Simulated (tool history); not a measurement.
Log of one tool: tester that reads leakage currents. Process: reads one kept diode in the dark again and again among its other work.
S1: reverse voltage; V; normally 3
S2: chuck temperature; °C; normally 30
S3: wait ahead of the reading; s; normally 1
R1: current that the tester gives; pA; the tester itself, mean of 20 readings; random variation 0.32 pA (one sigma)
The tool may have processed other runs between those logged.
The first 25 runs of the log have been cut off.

run,hour,S1,S2,S3,R1
# hour 2843.3: chuck's temperature calibrated
26,2938.4,13.87,30,1.77,237.49
27,3011.3,13.87,30,1.77,237.77
28,3085.4,3,30,1.6,109.34
# hour 3094.5: tester calibrated
29,3209.6,3,30,0.59,108.27
30,3328.3,3,30,0.59,107.81
31,3435.5,2.76,30,0.36,102.84
32,3567.3,19.41,54,4.16,1416.46
# hour 3613.7: tester calibrated, once more
33,3687.6,1.03,57,3.74,431.03
34,3759,8.02,31,0.56,188.13
35,3838.6,3,58,0.55,754.11
36,3994.2,3,39,3.15,201.46
37,4072.8,3,55,0.37,610.26
38,4176.4,1.69,31,4.76,82.96
# hour 4282.9: chuck's temperature calibrated
39,4336.4,1.02,37,3.47,114.56
# hour 4477: probe card cleaned and baked
40,4477,1.02,37,3.47,110.4

Predict each of these 3 candidate next runs independently; none follows another, all start after run 40:
A,4601.4,2.26,22,1.82,?
B,4601.4,1.02,37,0.55,?
C,4601.4,3,50,1,?

run,R1
A,48.37
B,109.31
C,462.25
Without the tool's hidden state the same runs would have given:
run,R1
A,48.78
B,110.49
C,467
